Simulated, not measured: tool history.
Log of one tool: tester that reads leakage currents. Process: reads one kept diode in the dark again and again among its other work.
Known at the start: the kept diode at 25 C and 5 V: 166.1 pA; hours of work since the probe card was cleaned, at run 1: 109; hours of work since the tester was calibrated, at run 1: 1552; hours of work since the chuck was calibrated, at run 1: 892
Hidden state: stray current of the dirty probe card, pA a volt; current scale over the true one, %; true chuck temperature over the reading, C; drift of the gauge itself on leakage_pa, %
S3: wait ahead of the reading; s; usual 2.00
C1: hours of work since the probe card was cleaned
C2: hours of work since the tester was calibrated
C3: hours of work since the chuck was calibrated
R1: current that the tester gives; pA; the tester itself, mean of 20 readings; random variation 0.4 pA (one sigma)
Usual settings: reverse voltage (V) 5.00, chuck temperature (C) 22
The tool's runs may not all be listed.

Run 1, day 0.000: usual settings; C1 109; C2 1552; C3 892. Result: R1 141.79 pA.
Run 2, day 7.554: usual settings but reverse voltage (V) 4.89; C1 250; C2 1692; C3 1033. Result: R1 142.00 pA.
Run 3, day 14.996: usual settings but reverse voltage (V) 4.89; C1 388; C2 1831; C3 1171. Result: R1 143.78 pA.
Run 4, day 22.317: usual settings but reverse voltage (V) 18.24; C1 524; C2 1967; C3 1307. Result: R1 299.52 pA.
Run 5, day 29.012: usual settings; C1 649; C2 2092; C3 1432. Result: R1 149.50 pA.
Run 6, day 38.246: usual settings; C1 821; C2 2263; C3 1604. Result: R1 152.83 pA.
Run 7, day 44.567: usual settings; C1 938; C2 2381; C3 1721. Result: R1 153.99 pA.
Run 8, day 50.088: usual settings; C1 1041; C2 2484; C3 1824. Result: R1 155.85 pA.
At day 56.988: chuck's temperature calibrated.
Run 9, day 56.988: usual settings; C1 1168; C2 2611; C3 0. Result: R1 133.97 pA.
Run 10, day 62.446: usual settings; C1 1270; C2 2712; C3 102. Result: R1 136.20 pA.
Run 11, day 69.908: usual settings; C1 1409; C2 2851; C3 240. Result: R1 136.61 pA.
Run 12, day 76.112: usual settings; C1 1524; C2 2967; C3 356. Result: R1 139.72 pA.
Run 13, day 85.742: usual settings but S3 4.81 s; C1 1703; C2 3146; C3 535. Result: R1 140.93 pA.
Run 14, day 91.454: usual settings but S3 4.81 s; C1 1809; C2 3252; C3 641. Result: R1 142.33 pA.
Run 15, day 95.812: usual settings but S3 0.57 s; C1 1891; C2 3333; C3 722. Result: R1 144.95 pA.
Run 16, day 104.521: usual settings but S3 0.57 s; C1 2053; C2 3495; C3 885. Result: R1 147.95 pA.
At day 111.558: tester calibrated.
Run 17, day 112.662: usual settings but S3 0.57 s; C1 2203; C2 21; C3 1034. Result: R1 151.54 pA.
Run 18, day 118.896: usual settings but chuck temperature (C) 40; C1 2319; C2 137; C3 1150. Result: R1 554.70 pA.
Run 19, day 123.108: usual settings but chuck temperature (C) 40; C1 2397; C2 215; C3 1229. Result: R1 558.57 pA.
Run 20, day 127.421: usual settings but reverse voltage (V) 18.15, chuck temperature (C) 40, S3 0.50 s; C1 2477; C2 295; C3 1309. Result: R1 1141.61 pA.
Run 21, day 133.104: usual settings but reverse voltage (V) 18.15, chuck temperature (C) 40, S3 0.50 s; C1 2583; C2 401; C3 1415. Result: R1 1152.40 pA.
Run 22, day 142.083: usual settings but reverse voltage (V) 5.88, chuck temperature (C) 53, S3 0.42 s; C1 2750; C2 568; C3 1582. Result: R1 1473.88 pA.
Run 23, day 147.058: usual settings but reverse voltage (V) 3.63, chuck temperature (C) 31; C1 2843; C2 661; C3 1675. Result: R1 259.54 pA.
At day 150.771: probe card cleaned and baked.
Run 24, day 157.050: usual settings but reverse voltage (V) 3.63, chuck temperature (C) 31; C1 117; C2 844; C3 1858. Result: R1 258.35 pA.
At day 162.288: chuck's temperature calibrated.
Run 25, day 162.767: usual settings but reverse voltage (V) 3.63, chuck temperature (C) 31; C1 222; C2 949; C3 9. Result: R1 220.27 pA.
Run 26, day 167.900: usual settings but reverse voltage (V) 3.63, chuck temperature (C) 31; C1 317; C2 1045; C3 104. Result: R1 220.67 pA.
Run 27, day 175.779: usual settings but reverse voltage (V) 3.63, chuck temperature (C) 31; C1 464; C2 1191; C3 251. Result: R1 222.58 pA.
Run 28, day 180.942: usual settings but reverse voltage (V) 3.63, chuck temperature (C) 41; C1 560; C2 1287; C3 347. Result: R1 460.09 pA.
Run 29, day 189.142: usual settings but chuck temperature (C) 44, S3 6.26 s; C1 712; C2 1440; C3 500. Result: R1 679.37 pA.
Run 30, day 194.838: usual settings but reverse voltage (V) 3.57, chuck temperature (C) 55; C1 818; C2 1546; C3 606. Result: R1 1175.04 pA.
Run 31, day 203.042: usual settings but reverse voltage (V) 9.86, chuck temperature (C) 44, S3 1.60 s; C1 971; C2 1698; C3 758. Result: R1 1000.34 pA.
Run 32, day 211.354: usual settings but reverse voltage (V) 9.86, chuck temperature (C) 44, S3 4.23 s; C1 1126; C2 1853; C3 913. Result: R1 1015.28 pA.
Run 33, day 215.579: usual settings but reverse voltage (V) 9.86, chuck temperature (C) 30, S3 4.23 s; C1 1204; C2 1932; C3 992. Result: R1 381.51 pA.
Run 34, day 219.675: usual settings but reverse voltage (V) 18.42, chuck temperature (C) 30, S3 2.55 s; C1 1281; C2 2008; C3 1068. Result: R1 539.20 pA.
Run 35, day 224.796: usual settings but chuck temperature (C) 54, S3 1.09 s; C1 1376; C2 2103; C3 1163. Result: R1 1371.78 pA.
Run 36, day 233.217: usual settings but chuck temperature (C) 54, S3 1.09 s; C1 1533; C2 2260; C3 1320. Result: R1 1392.45 pA.
Run 37, day 241.783: usual settings but reverse voltage (V) 17.14, chuck temperature (C) 23, S3 9.89 s; C1 1692; C2 2419; C3 1479. Result: R1 321.81 pA.
Run 38, day 250.800: usual settings but reverse voltage (V) 7.99, chuck temperature (C) 28, S3 1.33 s; C1 1860; C2 2587; C3 1647. Result: R1 312.18 pA.

Hidden state or all else? Some run-to-run changes of R1, split into what the settings, what came in and random variation would give without the hidden state, and what is left for the hidden state (with any gauge scatter that isn't in both results):
Run 19 -> 20: reverse voltage (V) 5.00 -> 18.15, S3 2.00 -> 0.50. R1 +583.04 pA: hidden state +73.92, all else +509.12.
Run 22 -> 23: reverse voltage (V) 5.88 -> 3.63, chuck temperature (C) 53 -> 31, S3 0.42 -> 2.00. R1 -1214.34 pA: hidden state -135.60, all else -1078.74.
Run 34 -> 35: reverse voltage (V) 18.42 -> 5.00, chuck temperature (C) 30 -> 54, S3 2.55 -> 1.09. R1 +832.58 pA: hidden state +51.53, all else +781.05.
Run 36 -> 37: reverse voltage (V) 5.00 -> 17.14, chuck temperature (C) 54 -> 23, S3 1.09 -> 9.89. R1 -1070.64 pA: hidden state -70.82, all else -999.82.

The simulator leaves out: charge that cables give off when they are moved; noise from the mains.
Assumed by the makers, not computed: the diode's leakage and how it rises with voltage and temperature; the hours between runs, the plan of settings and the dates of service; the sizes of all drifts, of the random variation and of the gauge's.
